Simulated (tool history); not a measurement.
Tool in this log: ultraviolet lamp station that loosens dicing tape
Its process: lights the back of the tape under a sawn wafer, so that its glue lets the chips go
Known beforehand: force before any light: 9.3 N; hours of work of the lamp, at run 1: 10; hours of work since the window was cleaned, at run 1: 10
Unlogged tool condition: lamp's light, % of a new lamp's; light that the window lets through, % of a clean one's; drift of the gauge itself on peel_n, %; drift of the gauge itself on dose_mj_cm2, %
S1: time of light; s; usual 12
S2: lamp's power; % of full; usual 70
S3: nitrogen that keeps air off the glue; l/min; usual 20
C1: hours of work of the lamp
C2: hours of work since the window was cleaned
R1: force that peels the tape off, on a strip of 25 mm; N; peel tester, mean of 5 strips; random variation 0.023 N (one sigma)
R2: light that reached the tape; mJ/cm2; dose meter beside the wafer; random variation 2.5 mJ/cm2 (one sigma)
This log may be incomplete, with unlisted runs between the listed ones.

| run | hour | S1 | S2 | S3 | C1 | C2 | R1 | R2 |
|---|---|---|---|---|---|---|---|---|
| 1 | 0.0 | 12 | 70 | 20 | 10 | 10 | 1.105 | 294 |
| 2 | 40.1 | 12 | 70 | 20 | 35 | 35 | 1.077 | 293 |
| 3 | 82.9 | 12 | 70 | 20 | 62 | 62 | 1.161 | 296 |
| 4 | 147.6 | 12 | 70 | 20 | 104 | 104 | 1.121 | 297 |
| 5 | 211.1 | 12 | 69 | 20 | 144 | 144 | 1.135 | 288 |
| 6 | 274.8 | 12 | 69 | 20 | 185 | 185 | 1.183 | 292 |
| 7 | 352.3 | 12 | 69 | 20 | 234 | 234 | 1.166 | 295 |
| 8 | 386.8 | 21 | 97 | 25 | 256 | 256 | 0.231 | 720 |

Forecast run 9:
| 9 | 429.1 | 7 | 80 | 34 | 283 | 283 | ? | ? |

Run 9 measured R1 1.608 N, R2 202 mJ/cm2.
If the tool had no hidden condition, the same run with the same run-to-run variation would have returned R1 1.604 N, R2 202 mJ/cm2.
